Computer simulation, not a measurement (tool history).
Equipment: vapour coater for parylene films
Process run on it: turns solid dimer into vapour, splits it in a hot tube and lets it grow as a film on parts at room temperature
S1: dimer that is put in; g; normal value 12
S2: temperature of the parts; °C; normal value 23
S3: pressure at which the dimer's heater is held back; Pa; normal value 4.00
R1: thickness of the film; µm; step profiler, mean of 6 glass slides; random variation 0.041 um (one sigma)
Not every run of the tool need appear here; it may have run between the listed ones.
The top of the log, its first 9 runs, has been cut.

run,hour,S1,S2,S3,R1
10,462.3,12,22,4.00,3.65
# hour 497.2: trap's valve overhauled, once more
11,507.7,13,23,4.00,4.90
12,557.8,12,23,3.09,4.67
13,594.0,12,23,3.09,4.60
14,644.1,19,23,3.09,7.13
15,688.7,9,23,3.09,3.40
16,743.5,9,23,3.09,3.29
17,776.4,12,23,2.87,4.38
18,806.0,12,20,4.57,4.52
19,871.7,12,20,4.57,4.48
# hour 886.5: trap's valve overhauled
20,917.0,12,23,11.15,3.96
21,951.4,12,23,11.15,3.90
22,1002.1,10,23,4.00,3.65
23,1035.2,14,26,4.00,4.61
24,1070.1,12,24,4.00,4.16
25,1123.7,12,24,4.00,4.15
26,1170.6,7,18,9.04,2.65
27,1198.5,8,32,7.07,1.81
28,1260.7,20,27,3.53,6.00
# hour 1276.5: trap's valve overhauled
29,1305.8,8,27,6.98,2.47
30,1370.4,8,27,6.98,2.44
31,1431.4,21,23,4.12,7.71
# hour 1465.8: table's thermometer calibrated
32,1479.2,6,18,2.18,2.69
33,1542.7,6,25,4.34,1.93
34,1593.0,6,25,4.34,1.87

What if the next run were any one of these 3? Each begins from the tool's condition after run 34:
A,1657.1,12,30,2.34,?
B,1657.1,12,23,7.29,?
C,1657.1,11,25,4.34,?

run,R1
A,3.32
B,3.77
C,3.34
With no hidden state in the tool, these same runs would have given:
run,R1
A,3.75
B,4.24
C,3.77
